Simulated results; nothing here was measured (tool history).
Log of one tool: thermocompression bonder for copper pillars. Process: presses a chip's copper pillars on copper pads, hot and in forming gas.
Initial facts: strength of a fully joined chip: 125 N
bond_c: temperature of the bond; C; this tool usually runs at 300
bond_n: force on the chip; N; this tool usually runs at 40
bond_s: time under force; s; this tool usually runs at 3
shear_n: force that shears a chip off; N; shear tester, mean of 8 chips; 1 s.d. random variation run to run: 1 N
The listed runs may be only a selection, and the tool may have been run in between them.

run,hour,bond_c,bond_n,bond_s,shear_n
1,0.0,300,40,3,87.6
2,22.3,300,40,3,87.4
3,39.5,300,40,2,76.4
4,58.5,289,40,3,76.2
5,76.6,300,40,2,76.4
6,100.2,300,40,2,77.1
7,118.3,300,40,2,78.6
8,130.8,300,40,2,76.4
9,148.1,322,40,3,102.3
10,170.7,322,40,5,111.6
11,182.2,322,40,5,110.8
12,197.3,322,40,5,111.4
13,213.8,300,40,3,85.8
14,225.6,300,40,3,86.5
15,237.3,271,40,3,63.4
16,252.6,271,40,3,64.2
17,265.7,271,40,3,62.8
18,284.4,271,40,3,64.9
19,303.0,292,40,3,80.7
20,317.8,292,40,3,80.7
21,338.1,301,33,2,66.3
22,351.7,301,33,2,66.0
23,366.4,301,33,2,67.9
24,381.6,301,33,2,67.8
25,400.1,319,54,6,120.5
26,420.7,315,25,4,76.4
27,437.7,315,58,4,116.5
28,450.2,305,40,7,106.4
29,473.3,294,33,5,82.5
30,486.2,312,26,5,81.7
31,503.7,312,26,5,81.2
32,518.1,312,26,5,82.9
33,540.8,312,26,5,81.5
34,559.6,312,26,5,80.0
35,574.3,320,40,3,99.2
36,589.2,294,40,3,82.1
37,609.3,276,28,2,42.5
38,621.8,300,36,5,91.9
39,639.7,300,36,5,91.6
40,663.5,320,34,2,82.1

Not shown: 1 entry that the log had between the listed runs. Between which runs, and how does the tool's hidden state differ before and after?
From run 4 to run 5: forming gas filter changed (hour 69.9)
  oxide that the forming gas leaves, % of the face: 0.67 -> 0.5

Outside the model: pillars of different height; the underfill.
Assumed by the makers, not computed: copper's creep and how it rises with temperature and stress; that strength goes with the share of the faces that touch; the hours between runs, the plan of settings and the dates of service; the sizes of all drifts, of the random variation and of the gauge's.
